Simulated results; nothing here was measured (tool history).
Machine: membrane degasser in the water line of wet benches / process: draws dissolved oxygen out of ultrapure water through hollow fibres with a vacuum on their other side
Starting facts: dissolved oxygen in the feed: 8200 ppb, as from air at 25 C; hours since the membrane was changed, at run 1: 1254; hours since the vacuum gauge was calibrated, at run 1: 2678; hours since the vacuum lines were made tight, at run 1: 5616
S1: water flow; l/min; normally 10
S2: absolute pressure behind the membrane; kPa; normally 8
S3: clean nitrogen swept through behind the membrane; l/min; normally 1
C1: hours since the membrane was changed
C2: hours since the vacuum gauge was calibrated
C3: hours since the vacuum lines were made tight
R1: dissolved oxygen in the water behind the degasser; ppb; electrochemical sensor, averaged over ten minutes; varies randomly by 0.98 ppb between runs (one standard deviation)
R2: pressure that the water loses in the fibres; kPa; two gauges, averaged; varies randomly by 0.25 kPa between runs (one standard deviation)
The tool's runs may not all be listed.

run 1 hour=0 | S1=10 S2=8 S3=1 | C1=1254 C2=2678 C3=5616 | R1=116.6 R2=65.29
run 2 hour=41.8 | S1=10 S2=13.25 S3=1 | C1=1295 C2=2719 C3=5658 | R1=234 R2=64.78
run 3 hour=65.1 | S1=10 S2=8 S3=1 | C1=1319 C2=2743 C3=5681 | R1=115.4 R2=64.93
run 4 hour=98.4 | S1=10 S2=8 S3=1 | C1=1352 C2=2776 C3=5714 | R1=117.9 R2=64.98
run 5 hour=142.8 | S1=10 S2=8 S3=1 | C1=1396 C2=2820 C3=5759 | R1=119.2 R2=65.36
run 6 hour=163.2 | S1=10 S2=8 S3=1 | C1=1417 C2=2841 C3=5779 | R1=117.5 R2=64.54
run 7 hour=186.7 | S1=10 S2=9.64 S3=1 | C1=1440 C2=2864 C3=5803 | R1=155.5 R2=65.08
run 8 hour=228.7 | S1=14 S2=8.54 S3=1 | C1=1482 C2=2906 C3=5845 | R1=188.1 R2=89.97
run 9 hour=248.3 | S1=14 S2=8.54 S3=1 | C1=1502 C2=2926 C3=5864 | R1=185.3 R2=89.72

Run 10 has not been measured yet. What should we expect?
run 10 hour=274.5 | S1=10 S2=8 S3=0.41 | C1=1528 C2=2952 C3=5891 | R1=? R2=?

R1: 255.1 ppb
R2: 64.05 kPa
Minus the tool's unlogged condition, the same run would have read R1 254.9 ppb, R2 64.81 kPa.
